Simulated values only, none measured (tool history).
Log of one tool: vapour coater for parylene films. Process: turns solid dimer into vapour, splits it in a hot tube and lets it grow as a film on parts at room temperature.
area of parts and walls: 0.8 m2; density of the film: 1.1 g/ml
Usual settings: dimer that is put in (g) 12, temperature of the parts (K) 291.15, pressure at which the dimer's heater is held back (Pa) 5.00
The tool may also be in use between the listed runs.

run    day  dimer that is put in (g)  temperature of the parts (K)  pressure at which the dimer's heater is held back (Pa)  thickness of the film (µm)
  1  0.000                        12                        291.15                                                    5.00                        9.02
  2  0.879                        12                        291.15                                                    5.00                        9.10
     1.738  -- trap's valve overhauled
  3  2.058                        12                        291.15                                                    5.00                       10.63
  4  3.138                        12                        291.15                                                    5.00                       10.38
  5  3.650                        12                        291.15                                                    5.00                       10.55
  6  4.250                        13                        291.15                                                    5.00                       11.17
  7  5.112                        12                        291.15                                                    2.23                       12.06
  8  5.712                        12                        291.15                                                    2.23                       12.19
  9  6.367                        12                        291.15                                                    2.23                       12.23
 10  7.421                        12                        291.15                                                    6.02                        9.77

Forecast run 11:
 11  8.458                        12                        291.15                                                    6.02                           ?

Run 11 gave thickness of the film (µm) 9.70.
Without the tool's hidden state the same run would have given thickness of the film (µm) 10.14.

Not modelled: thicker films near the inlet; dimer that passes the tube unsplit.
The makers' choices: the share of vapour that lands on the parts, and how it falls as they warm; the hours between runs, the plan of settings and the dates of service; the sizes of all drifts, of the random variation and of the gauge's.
